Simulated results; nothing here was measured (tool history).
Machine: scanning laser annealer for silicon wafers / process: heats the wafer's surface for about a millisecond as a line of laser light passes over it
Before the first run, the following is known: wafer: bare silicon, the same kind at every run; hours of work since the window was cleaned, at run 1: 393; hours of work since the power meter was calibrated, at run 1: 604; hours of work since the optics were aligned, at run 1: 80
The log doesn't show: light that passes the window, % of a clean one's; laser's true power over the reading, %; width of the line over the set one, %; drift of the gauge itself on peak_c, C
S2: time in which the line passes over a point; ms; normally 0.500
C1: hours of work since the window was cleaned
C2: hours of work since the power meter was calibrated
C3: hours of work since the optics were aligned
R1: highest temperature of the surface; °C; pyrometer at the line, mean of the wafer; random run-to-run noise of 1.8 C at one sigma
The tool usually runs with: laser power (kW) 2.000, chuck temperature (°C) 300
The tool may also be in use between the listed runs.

Run 1, hour 0.0: usual settings; C1 393; C2 604; C3 80. Result: R1 1006 °C.
Run 2, hour 23.8: usual settings; C1 411; C2 622; C3 98. Result: R1 1003 °C.
Run 3, hour 35.0: usual settings; C1 420; C2 631; C3 107. Result: R1 1002 °C.
Run 4, hour 55.7: usual settings; C1 436; C2 647; C3 123. Result: R1 1000 °C.
Run 5, hour 68.8: usual settings but laser power (kW) 2.153; C1 446; C2 657; C3 133. Result: R1 1062 °C.
Run 6, hour 85.7: usual settings but laser power (kW) 2.153; C1 459; C2 670; C3 146. Result: R1 1060 °C.
Run 7, hour 101.9: usual settings but chuck temperature (°C) 301; C1 472; C2 683; C3 159. Result: R1 1000 °C.
Run 8, hour 117.9: usual settings; C1 484; C2 695; C3 171. Result: R1 998 °C.
Run 9, hour 131.1: usual settings; C1 495; C2 706; C3 182. Result: R1 996 °C.
Run 10, hour 148.0: usual settings; C1 508; C2 719; C3 195. Result: R1 998 °C.
Run 11, hour 167.4: usual settings but S2 0.507 ms; C1 523; C2 734; C3 210. Result: R1 1003 °C.
Run 12, hour 182.7: usual settings but S2 0.507 ms; C1 535; C2 746; C3 222. Result: R1 1004 °C.
Run 13, hour 200.8: usual settings but S2 0.507 ms; C1 549; C2 760; C3 236. Result: R1 1000 °C.
Run 14, hour 222.1: usual settings; C1 565; C2 776; C3 252. Result: R1 994 °C.
Run 15, hour 241.4: usual settings; C1 580; C2 791; C3 267. Result: R1 991 °C.
Run 16, hour 252.2: usual settings but laser power (kW) 1.906; C1 589; C2 800; C3 276. Result: R1 957 °C.
Run 17, hour 271.2: usual settings but laser power (kW) 1.906, chuck temperature (°C) 274; C1 603; C2 814; C3 291. Result: R1 931 °C.
At hour 286.7: window over the wafer cleaned.
Run 18, hour 290.2: usual settings but laser power (kW) 1.906, chuck temperature (°C) 274; C1 3; C2 828; C3 304. Result: R1 967 °C.
Run 19, hour 313.2: usual settings but laser power (kW) 1.906, chuck temperature (°C) 274; C1 21; C2 846; C3 322. Result: R1 962 °C.
Run 20, hour 323.3: usual settings but laser power (kW) 1.771, chuck temperature (°C) 274; C1 28; C2 853; C3 330. Result: R1 908 °C.
Run 21, hour 341.1: usual settings but laser power (kW) 1.771, chuck temperature (°C) 274; C1 42; C2 867; C3 343. Result: R1 906 °C.
Run 22, hour 360.9: usual settings but chuck temperature (°C) 312; C1 58; C2 883; C3 359. Result: R1 1034 °C.
At hour 367.4: optics aligned, line set to its width.
Run 23, hour 375.6: usual settings but laser power (kW) 1.749, S2 0.584 ms, chuck temperature (°C) 293; C1 65; C2 890; C3 6. Result: R1 969 °C.
Run 24, hour 394.0: usual settings but laser power (kW) 1.749, S2 0.584 ms, chuck temperature (°C) 293; C1 80; C2 904; C3 21. Result: R1 966 °C.
Run 25, hour 406.9: usual settings but laser power (kW) 2.159, S2 0.370 ms, chuck temperature (°C) 315; C1 90; C2 914; C3 31. Result: R1 983 °C.
Run 26, hour 424.8: usual settings but laser power (kW) 1.891, S2 0.375 ms, chuck temperature (°C) 309; C1 103; C2 928; C3 45. Result: R1 890 °C.
Run 27, hour 441.7: usual settings but laser power (kW) 1.764, S2 0.375 ms, chuck temperature (°C) 305; C1 117; C2 942; C3 58. Result: R1 841 °C.
Run 28, hour 456.0: usual settings but laser power (kW) 1.764, S2 0.375 ms, chuck temperature (°C) 305; C1 128; C2 953; C3 69. Result: R1 839 °C.
At hour 476.5: optics aligned, line set to its width, once more.
Run 29, hour 483.0: usual settings but laser power (kW) 1.803, S2 0.476 ms; C1 145; C2 970; C3 5. Result: R1 929 °C.
Run 30, hour 506.8: usual settings but laser power (kW) 1.757, S2 0.566 ms; C1 163; C2 988; C3 24. Result: R1 972 °C.
Run 31, hour 524.2: usual settings but laser power (kW) 2.080, S2 0.397 ms, chuck temperature (°C) 340; C1 177; C2 1002; C3 37. Result: R1 1004 °C.
Run 32, hour 546.0: usual settings but S2 0.498 ms, chuck temperature (°C) 299; C1 194; C2 1019; C3 54. Result: R1 1020 °C.
Run 33, hour 568.8: usual settings but laser power (kW) 1.984, S2 0.356 ms, chuck temperature (°C) 313; C1 211; C2 1036; C3 72. Result: R1 907 °C.
Run 34, hour 586.4: usual settings but laser power (kW) 1.984, S2 0.356 ms, chuck temperature (°C) 313; C1 225; C2 1050; C3 85. Result: R1 907 °C.
Run 35, hour 598.0: usual settings but laser power (kW) 1.984, S2 0.604 ms, chuck temperature (°C) 316; C1 234; C2 1059; C3 94. Result: R1 1104 °C.
Run 36, hour 611.4: usual settings but laser power (kW) 1.751, S2 0.471 ms, chuck temperature (°C) 316; C1 245; C2 1069; C3 105. Result: R1 916 °C.
Run 37, hour 630.4: usual settings but laser power (kW) 1.751, S2 0.471 ms, chuck temperature (°C) 316; C1 259; C2 1084; C3 120. Result: R1 915 °C.
Run 38, hour 651.9: usual settings but laser power (kW) 1.751, S2 0.471 ms, chuck temperature (°C) 316; C1 276; C2 1101; C3 136. Result: R1 916 °C.
Run 39, hour 675.2: usual settings but laser power (kW) 1.890, S2 0.471 ms, chuck temperature (°C) 316; C1 294; C2 1119; C3 154. Result: R1 966 °C.
Run 40, hour 687.3: usual settings but S2 0.566 ms; C1 304; C2 1128; C3 164. Result: R1 1060 °C.
Run 41, hour 705.4: usual settings but laser power (kW) 1.838, S2 0.566 ms, chuck temperature (°C) 269; C1 318; C2 1143; C3 178. Result: R1 962 °C.
Run 42, hour 726.3: usual settings but laser power (kW) 1.709, S2 0.566 ms, chuck temperature (°C) 301; C1 334; C2 1159; C3 194. Result: R1 940 °C.

Branching from run 42: 3 alternative next runs. What would each branch give?
Run A, hour 740.9: usual settings but laser power (kW) 1.958, S2 0.385 ms, chuck temperature (°C) 293; C1 345; C2 1170; C3 205. Result: R1 ?.
Run B, hour 740.9: usual settings but laser power (kW) 1.873, S2 0.566 ms, chuck temperature (°C) 301; C1 345; C2 1170; C3 205. Result: R1 ?.
Run C, hour 740.9: usual settings but laser power (kW) 1.866; C1 345; C2 1170; C3 205. Result: R1 ?.

run    R1
  A   896
  B  1009
  C   957
Had the tool no hidden state, the same runs would have come out as:
run    R1
  A   911
  B  1027
  C   974

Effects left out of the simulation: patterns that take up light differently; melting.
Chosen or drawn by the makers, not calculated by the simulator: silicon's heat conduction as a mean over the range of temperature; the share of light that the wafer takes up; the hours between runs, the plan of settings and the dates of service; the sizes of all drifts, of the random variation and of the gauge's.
